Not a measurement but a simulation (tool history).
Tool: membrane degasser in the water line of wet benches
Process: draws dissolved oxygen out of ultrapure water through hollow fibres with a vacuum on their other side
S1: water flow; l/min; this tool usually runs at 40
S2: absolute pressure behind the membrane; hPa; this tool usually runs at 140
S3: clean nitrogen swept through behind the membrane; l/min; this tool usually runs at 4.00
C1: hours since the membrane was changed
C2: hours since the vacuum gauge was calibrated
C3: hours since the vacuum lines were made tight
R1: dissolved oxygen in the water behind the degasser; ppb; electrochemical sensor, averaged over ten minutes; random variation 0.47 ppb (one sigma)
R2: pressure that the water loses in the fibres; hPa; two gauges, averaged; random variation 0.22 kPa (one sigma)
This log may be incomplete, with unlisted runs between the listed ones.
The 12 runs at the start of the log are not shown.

| run | day | S1 | S2 | S3 | C1 | C2 | C3 | R1 | R2 |
|---|---|---|---|---|---|---|---|---|---|
| 13 | 37.508 | 40 | 140 | 4.00 | 2940 | 1072 | 252 | 251.4 | 553.3 |
| 14 | 40.850 | 40 | 140 | 4.00 | 3020 | 1152 | 332 | 252.5 | 551.6 |
| 15 | 44.779 | 40 | 140 | 4.00 | 3115 | 1247 | 427 | 252.7 | 553.1 |
| 16 | 48.425 | 40 | 192 | 4.00 | 3202 | 1334 | 514 | 367.2 | 556.7 |
| 17 | 51.012 | 47 | 179 | 4.00 | 3264 | 1396 | 576 | 393.6 | 653.0 |
| 18 | 53.704 | 26 | 291 | 4.00 | 3329 | 1461 | 641 | 390.7 | 361.0 |
| 19 | 55.821 | 26 | 291 | 4.00 | 3380 | 1512 | 691 | 390.9 | 360.4 |
| 20 | 59.038 | 50 | 96 | 3.12 | 3457 | 1589 | 769 | 238.4 | 686.0 |
| 21 | 62.700 | 50 | 96 | 3.12 | 3545 | 1677 | 857 | 239.6 | 695.9 |
|  | 62.996 | vacuum gauge calibrated |
| 22 | 66.158 | 43 | 237 | 4.74 | 3627 | 76 | 939 | 428.1 | 598.1 |
| 23 | 69.146 | 43 | 237 | 4.74 | 3699 | 148 | 1011 | 427.8 | 599.3 |
| 24 | 72.842 | 28 | 140 | 1.79 | 3788 | 236 | 1099 | 376.8 | 388.5 |
| 25 | 75.612 | 48 | 140 | 6.53 | 3854 | 303 | 1166 | 195.4 | 662.6 |
|  | 77.033 | vacuum gauge calibrated, once more |
| 26 | 77.646 | 55 | 134 | 6.53 | 3902 | 15 | 1214 | 210.8 | 754.1 |
| 27 | 80.450 | 55 | 134 | 6.53 | 3970 | 82 | 1282 | 210.1 | 762.2 |
| 28 | 82.612 | 46 | 257 | 4.00 | 4022 | 134 | 1334 | 571.1 | 642.6 |
| 29 | 86.212 | 52 | 150 | 4.00 | 4108 | 220 | 1420 | 350.4 | 722.9 |
| 30 | 89.762 | 48 | 140 | 6.19 | 4193 | 305 | 1505 | 203.3 | 672.3 |
| 31 | 92.600 | 48 | 278 | 2.02 | 4261 | 374 | 1573 | 1132.6 | 672.2 |

3 ways to go on from here, each from the tool as it stands after run 31. What would each give?
| A | 95.529 | 30 | 140 | 6.48 | 4332 | 444 | 1643 | ? | ? |
| B | 95.529 | 27 | 110 | 11.34 | 4332 | 444 | 1643 | ? | ? |
| C | 95.529 | 27 | 121 | 3.31 | 4332 | 444 | 1643 | ? | ? |

| run | R1 | R2 |
|---|---|---|
| A | 121.9 | 422.2 |
| B | 46.4 | 377.1 |
| C | 171.4 | 378.1 |
With no hidden state in the tool, these same runs would have given:
| run | R1 | R2 |
|---|---|---|
| A | 121.0 | 413.6 |
| B | 46.0 | 369.4 |
| C | 170.1 | 370.3 |
